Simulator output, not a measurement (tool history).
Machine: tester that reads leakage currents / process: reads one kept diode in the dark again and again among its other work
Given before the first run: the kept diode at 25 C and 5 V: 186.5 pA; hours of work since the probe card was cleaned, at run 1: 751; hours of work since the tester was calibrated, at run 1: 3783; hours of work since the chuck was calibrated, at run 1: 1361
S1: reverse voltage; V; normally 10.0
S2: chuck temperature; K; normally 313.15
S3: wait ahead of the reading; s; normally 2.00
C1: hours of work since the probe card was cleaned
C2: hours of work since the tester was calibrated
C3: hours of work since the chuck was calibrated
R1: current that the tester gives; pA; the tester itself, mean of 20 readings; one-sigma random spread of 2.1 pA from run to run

| run | day | S1 | S2 | S3 | C1 | C2 | C3 | R1 |
|---|---|---|---|---|---|---|---|---|
| 1 | 0.000 | 10.0 | 313.15 | 2.00 | 751 | 3783 | 1361 | 708.11 |
| 2 | 6.208 | 10.0 | 313.15 | 0.36 | 861 | 3893 | 1471 | 711.95 |
|  | 6.642 | chuck's temperature calibrated |
| 3 | 12.700 | 10.0 | 313.15 | 2.00 | 974 | 4006 | 107 | 705.40 |
| 4 | 18.212 | 10.0 | 313.15 | 2.00 | 1072 | 4103 | 205 | 704.41 |
| 5 | 21.617 | 1.6 | 313.15 | 2.00 | 1132 | 4163 | 265 | 384.90 |
| 6 | 28.338 | 17.9 | 313.15 | 2.00 | 1251 | 4282 | 384 | 858.35 |
| 7 | 31.471 | 10.0 | 313.15 | 2.00 | 1306 | 4338 | 439 | 701.11 |
|  | 33.029 | probe card cleaned and baked |
| 8 | 38.371 | 10.0 | 313.15 | 2.00 | 94 | 4457 | 559 | 706.46 |
| 9 | 42.179 | 10.0 | 313.15 | 2.00 | 162 | 4525 | 626 | 708.93 |
| 10 | 47.671 | 5.7 | 313.15 | 2.00 | 259 | 4622 | 723 | 588.41 |
| 11 | 52.454 | 1.1 | 313.15 | 0.91 | 343 | 4706 | 808 | 339.67 |
| 12 | 58.242 | 1.1 | 313.15 | 0.91 | 446 | 4809 | 910 | 342.69 |
| 13 | 61.688 | 8.4 | 301.15 | 2.00 | 507 | 4870 | 971 | 278.90 |
| 14 | 66.125 | 8.4 | 299.15 | 0.41 | 585 | 4948 | 1049 | 243.71 |
| 15 | 70.454 | 3.0 | 325.15 | 0.70 | 662 | 5025 | 1126 | 1062.67 |
| 16 | 76.538 | 3.0 | 320.15 | 4.80 | 769 | 5132 | 1233 | 761.73 |
| 17 | 81.446 | 3.0 | 320.15 | 9.41 | 856 | 5219 | 1320 | 763.10 |
|  | 84.888 | tester calibrated |
| 18 | 86.804 | 3.0 | 303.15 | 8.35 | 949 | 34 | 1413 | 231.43 |
| 19 | 89.888 | 5.2 | 313.15 | 5.97 | 1004 | 88 | 1468 | 571.76 |

Predict each of these 5 candidate next runs independently; none follows another, all start after run 19:
|  | 90.600 | chuck's temperature calibrated |
| A | 95.088 | 14.5 | 295.15 | 7.17 | 1094 | 179 | 79 | ? |
|  | 90.600 | chuck's temperature calibrated |
| B | 95.088 | 7.9 | 319.15 | 2.00 | 1094 | 179 | 79 | ? |
|  | 90.600 | chuck's temperature calibrated |
| C | 95.088 | 1.0 | 303.15 | 0.32 | 1094 | 179 | 79 | ? |
|  | 90.600 | chuck's temperature calibrated |
| D | 95.088 | 13.3 | 313.15 | 4.29 | 1094 | 179 | 79 | ? |
|  | 90.600 | chuck's temperature calibrated |
| E | 95.088 | 10.0 | 315.15 | 2.00 | 1094 | 179 | 79 | ? |

| run | R1 |
|---|---|
| A | 210.94 |
| B | 985.96 |
| C | 161.13 |
| D | 773.96 |
| E | 814.34 |
With no hidden state in the tool, these same runs would have given:
| run | R1 |
|---|---|
| A | 210.35 |
| B | 985.80 |
| C | 161.12 |
| D | 773.53 |
| E | 814.06 |
